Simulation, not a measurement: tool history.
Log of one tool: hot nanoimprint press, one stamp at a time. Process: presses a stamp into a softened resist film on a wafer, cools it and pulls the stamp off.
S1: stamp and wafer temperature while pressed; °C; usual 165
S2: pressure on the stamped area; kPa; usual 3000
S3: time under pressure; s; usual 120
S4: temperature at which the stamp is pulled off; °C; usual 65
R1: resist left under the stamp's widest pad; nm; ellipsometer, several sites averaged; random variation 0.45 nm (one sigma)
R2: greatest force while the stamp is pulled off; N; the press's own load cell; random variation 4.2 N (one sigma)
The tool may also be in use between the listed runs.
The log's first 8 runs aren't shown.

run 9 hour=126.7 | S1=165 S2=3000 S3=120 S4=65 | R1=92.8 R2=207
run 10 hour=137.7 | S1=165 S2=3000 S3=163 S4=65 | R1=82.5 R2=203
run 11 hour=151.8 | S1=165 S2=3000 S3=163 S4=65 | R1=81.7 R2=203
-- hour=168.2 stamp cleaned and given a new release coat
run 12 hour=173.5 | S1=165 S2=3000 S3=120 S4=65 | R1=93.2 R2=208
run 13 hour=186.8 | S1=165 S2=3000 S3=120 S4=65 | R1=94.3 R2=199
run 14 hour=199.9 | S1=165 S2=3000 S3=119 S4=65 | R1=92.8 R2=202
run 15 hour=209.8 | S1=165 S2=3000 S3=119 S4=65 | R1=93.8 R2=201
run 16 hour=222.8 | S1=172 S2=3900 S3=119 S4=65 | R1=57.6 R2=204
run 17 hour=241.2 | S1=172 S2=2910 S3=104 S4=65 | R1=71.5 R2=206
run 18 hour=252.8 | S1=172 S2=2910 S3=104 S4=65 | R1=70.7 R2=199
run 19 hour=268.3 | S1=165 S2=3000 S3=120 S4=68 | R1=93.3 R2=197
run 20 hour=282.2 | S1=166 S2=3790 S3=204 S4=54 | R1=63.5 R2=221
run 21 hour=297.7 | S1=162 S2=3000 S3=191 S4=59 | R1=91.6 R2=209
run 22 hour=311.2 | S1=162 S2=3000 S3=191 S4=59 | R1=91.9 R2=216
run 23 hour=322 | S1=162 S2=3000 S3=191 S4=59 | R1=91.5 R2=207
run 24 hour=340.2 | S1=162 S2=3000 S3=194 S4=58 | R1=90.8 R2=210
run 25 hour=353.3 | S1=171 S2=3350 S3=120 S4=65 | R1=65.8 R2=205
run 26 hour=369.8 | S1=171 S2=3350 S3=120 S4=65 | R1=65.7 R2=209
run 27 hour=379.5 | S1=171 S2=3350 S3=120 S4=50 | R1=65.4 R2=222
run 28 hour=397.9 | S1=171 S2=2300 S3=120 S4=50 | R1=81 R2=230
run 29 hour=409.9 | S1=174 S2=2540 S3=78 S4=52 | R1=78.1 R2=216
-- hour=419.5 plate thermocouple calibrated
run 30 hour=432.5 | S1=174 S2=2210 S3=186 S4=52 | R1=59.7 R2=223

3 ways to go on from here, each from the tool as it stands after run 30. What would each give?
run A hour=451.5 | S1=166 S2=2210 S3=186 S4=52 | R1=? R2=?
run B hour=451.5 | S1=174 S2=2210 S3=71 S4=52 | R1=? R2=?
run C hour=451.5 | S1=172 S2=2470 S3=239 S4=65 | R1=? R2=?

run=A R1=88.6 R2=226
run=B R1=87.9 R2=224
run=C R1=56 R2=201
Without the tool's hidden state the same runs would have given:
run=A R1=86.3 R2=225
run=B R1=85.6 R2=223
run=C R1=54.6 R2=200
